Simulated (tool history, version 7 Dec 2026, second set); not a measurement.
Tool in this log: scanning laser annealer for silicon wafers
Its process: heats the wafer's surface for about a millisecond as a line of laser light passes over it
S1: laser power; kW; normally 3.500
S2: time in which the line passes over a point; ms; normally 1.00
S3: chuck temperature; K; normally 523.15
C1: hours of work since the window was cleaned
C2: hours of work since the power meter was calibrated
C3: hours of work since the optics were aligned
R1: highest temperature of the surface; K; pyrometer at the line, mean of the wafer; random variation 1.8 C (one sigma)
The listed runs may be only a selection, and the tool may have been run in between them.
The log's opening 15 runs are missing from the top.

run    hour     S1    S2      S3   C1    C2   C3       R1
 16   571.1  3.500  0.78  487.15  622  1726  761  1099.15
 17   615.5  3.500  1.00  523.15  651  1754  789  1226.15
 18   641.7  3.500  1.00  523.15  668  1771  806  1223.15
 19   693.2  3.500  1.00  523.15  701  1804  839  1223.15
 20   745.2  3.366  0.74  496.15  734  1838  873  1057.15
 21   771.6  3.119  0.71  517.15  751  1855  890  1012.15
      812.9  -- window over the wafer cleaned
 22   824.2  3.102  0.71  517.15    7  1888  923  1046.15
 23   856.7  3.500  0.94  523.15   28  1908  943  1242.15
      868.0  -- optics aligned, line set to its width
 24   891.1  3.500  1.00  528.15   47  1927   15  1290.15
 25   940.0  3.500  1.00  511.15   79  1959   46  1271.15
 26   988.1  3.500  1.00  511.15  110  1990   77  1266.15
 27  1023.4  3.094  1.00  527.15  132  2013  100  1171.15
 28  1062.1  3.094  1.00  527.15  157  2037  125  1173.15
 29  1085.7  3.181  1.18  523.15  172  2053  140  1251.15
 30  1138.1  3.500  1.00  520.15  206  2086  174  1264.15
 31  1169.9  3.529  0.81  523.15  227  2107  194  1194.15
 32  1216.6  3.529  1.07  490.15  257  2137  224  1271.15
 33  1249.0  3.500  0.79  555.15  278  2158  245  1208.15

Consider 3 possible next runs. They are alternatives, not a sequence: every one starts from the tool as it was left by run 33. What does each give?
  A  1285.5  3.124  0.99  539.15  301  2181  269   ?
  B  1285.5  3.443  1.01  523.15  301  2181  269   ?
  C  1285.5  3.500  0.79  559.15  301  2181  269   ?

run       R1
  A  1175.15
  B  1251.15
  C  1208.15
Take away the tool's hidden state, keep each run's random variation, and the runs would have read:
run       R1
  A  1192.15
  B  1270.15
  C  1226.15
